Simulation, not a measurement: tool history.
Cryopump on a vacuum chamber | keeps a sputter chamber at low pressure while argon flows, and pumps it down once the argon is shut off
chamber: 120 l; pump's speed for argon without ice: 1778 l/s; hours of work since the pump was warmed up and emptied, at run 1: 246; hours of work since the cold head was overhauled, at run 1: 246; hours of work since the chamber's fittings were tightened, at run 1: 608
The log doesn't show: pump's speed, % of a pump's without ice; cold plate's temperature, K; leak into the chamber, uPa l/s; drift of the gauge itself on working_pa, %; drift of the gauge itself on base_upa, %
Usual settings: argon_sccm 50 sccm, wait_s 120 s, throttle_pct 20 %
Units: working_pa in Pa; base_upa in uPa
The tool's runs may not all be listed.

run	hour	argon_sccm	wait_s	throttle_pct	hours of work since the pump was warmed up and emptied	hours of work since the cold head was overhauled	hours of work since the chamber's fittings were tightened	working_pa	base_upa
1	0.0	50	120	20	246	246	608	0.2455	0.99
2	38.8	50	120	29	263	263	624	0.1706	1.04
3	86.8	50	120	20	283	283	645	0.2443	1.05
4	132.7	50	120	20	302	302	664	0.2449	1.14
5	166.7	50	120	20	317	317	678	0.2436	1.10
6	220.0	50	120	23	339	339	701	0.2154	1.11
7	249.4	50	120	23	352	352	713	0.2152	1.16
8	287.9	50	120	23	368	368	730	0.2130	1.22
9	334.1	50	120	23	388	388	749	0.2152	1.18
10	358.9	26	120	20	398	398	760	0.1274	1.20
11	402.7	26	120	20	417	417	778	0.1263	1.23
12	440.1	96	64	32	432	432	794	0.3050	1.44
13	470.4	96	64	32	445	445	807	0.3026	1.42
14	524.2	96	64	32	468	468	830	0.3042	1.48
15	556.6	77	102	35	482	482	843	0.2258	1.37
16	612.9	26	22	20	505	505	867	0.1290	2.36
17	647.9	26	22	20	520	520	882	0.1306	2.27
18	691.6	71	201	40	539	539	900	0.1864	1.31
19	725.3	90	71	33	553	553	915	0.2827	1.56

4 ways to go on from here, each from the tool as it stands after run 19. What would each give?
A	769.8	34	43	40	572	572	933	?	?
B	769.8	61	120	20	572	572	933	?	?
C	769.8	58	106	16	572	572	933	?	?
D	769.8	50	243	46	572	572	933	?	?

run	working_pa	base_upa
A	0.0904	1.86
B	0.3047	1.50
C	0.3590	1.57
D	0.1160	1.37
Without the tool's hidden state the same runs would have given:
run	working_pa	base_upa
A	0.0815	0.76
B	0.2887	0.40
C	0.3438	0.43
D	0.1028	0.27
